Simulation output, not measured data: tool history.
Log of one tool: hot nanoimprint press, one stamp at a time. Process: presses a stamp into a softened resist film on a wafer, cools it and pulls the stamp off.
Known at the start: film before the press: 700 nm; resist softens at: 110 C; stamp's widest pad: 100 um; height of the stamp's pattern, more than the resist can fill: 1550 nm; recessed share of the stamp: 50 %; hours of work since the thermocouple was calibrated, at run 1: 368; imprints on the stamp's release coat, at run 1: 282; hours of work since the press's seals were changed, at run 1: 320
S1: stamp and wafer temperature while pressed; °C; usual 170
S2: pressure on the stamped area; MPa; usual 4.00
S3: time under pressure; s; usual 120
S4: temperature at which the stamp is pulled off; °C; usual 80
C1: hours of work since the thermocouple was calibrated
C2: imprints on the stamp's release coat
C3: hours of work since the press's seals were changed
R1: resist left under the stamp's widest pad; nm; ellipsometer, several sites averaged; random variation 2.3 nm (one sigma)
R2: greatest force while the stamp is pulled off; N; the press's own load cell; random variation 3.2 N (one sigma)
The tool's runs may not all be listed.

Run 1, hour 0.0: usual settings; C1 368; C2 282; C3 320. Result: R1 354.5 nm, R2 160 N.
Run 2, hour 10.7: usual settings but S3 233 s; C1 374; C2 324; C3 326. Result: R1 284.1 nm, R2 162 N.
Run 3, hour 29.4: usual settings but S1 177 °C; C1 385; C2 397; C3 337. Result: R1 265.6 nm, R2 159 N.
Run 4, hour 46.7: usual settings but S1 167 °C; C1 395; C2 464; C3 347. Result: R1 398.9 nm, R2 166 N.
Run 5, hour 59.6: usual settings; C1 403; C2 514; C3 355. Result: R1 354.0 nm, R2 166 N.
Run 6, hour 77.4: usual settings; C1 413; C2 584; C3 365. Result: R1 354.8 nm, R2 170 N.
Run 7, hour 88.2: usual settings; C1 419; C2 625; C3 371. Result: R1 350.5 nm, R2 168 N.
Run 8, hour 101.0: usual settings; C1 426; C2 675; C3 379. Result: R1 353.3 nm, R2 170 N.
Run 9, hour 114.3: usual settings; C1 434; C2 727; C3 386. Result: R1 347.7 nm, R2 178 N.
Run 10, hour 133.5: usual settings but S2 4.79 MPa; C1 445; C2 802; C3 397. Result: R1 317.8 nm, R2 179 N.
Run 11, hour 143.1: usual settings but S2 4.79 MPa; C1 451; C2 839; C3 403. Result: R1 319.0 nm, R2 174 N.
Run 12, hour 159.1: usual settings but S2 4.79 MPa, S3 191 s, S4 73 °C; C1 460; C2 902; C3 412. Result: R1 274.6 nm, R2 217 N.
Run 13, hour 170.6: usual settings but S3 72 s; C1 467; C2 946; C3 419. Result: R1 406.6 nm, R2 181 N.
Run 14, hour 180.8: usual settings but S1 169 °C; C1 473; C2 986; C3 425. Result: R1 368.3 nm, R2 184 N.
At hour 192.0: plate thermocouple calibrated.
Run 15, hour 197.4: usual settings but S1 181 °C, S2 2.47 MPa, S3 118 s; C1 3; C2 1039; C3 433. Result: R1 320.5 nm, R2 197 N.
Run 16, hour 208.1: usual settings but S1 167 °C, S2 2.47 MPa, S3 118 s, S4 69 °C; C1 9; C2 1081; C3 439. Result: R1 519.2 nm, R2 259 N.
Run 17, hour 227.1: usual settings but S1 167 °C, S2 2.47 MPa, S3 118 s, S4 69 °C; C1 20; C2 1155; C3 450. Result: R1 520.2 nm, R2 273 N.
Run 18, hour 243.8: usual settings but S1 167 °C, S2 2.47 MPa, S3 118 s, S4 69 °C; C1 30; C2 1220; C3 460. Result: R1 521.4 nm, R2 271 N.
Run 19, hour 259.0: usual settings but S1 167 °C, S2 2.47 MPa, S3 118 s, S4 69 °C; C1 39; C2 1279; C3 468. Result: R1 522.5 nm, R2 279 N.

Measured less the same run without the tool's hidden state. The same run-to-run variation is in both; the gauge's scatter may not be:
The hidden state here: true temperature over the reading, C; pressure that arrives at the usual setting, %; grip of the stamp's worn release coat, % over a new coat's; drift of the gauge itself on residual_nm, %; drift of the gauge itself on pull_off_n, %.
run     R1   R2
  1  -14.1   +5
  2  -12.6   +7
  3  -10.7  +10
  4  -17.0  +13
  5  -15.8  +14
  6  -16.3  +17
  7  -16.4  +18
  8  -17.0  +20
  9  -17.2  +23
 10  -15.7  +26
 11  -16.0  +26
 12  -14.8  +36
 13  -19.7  +30
 14  -20.0  +32
 15   +5.6  +45
 16   +5.9  +61
 17   +5.3  +68
 18   +4.7  +69
 19   +4.1  +74
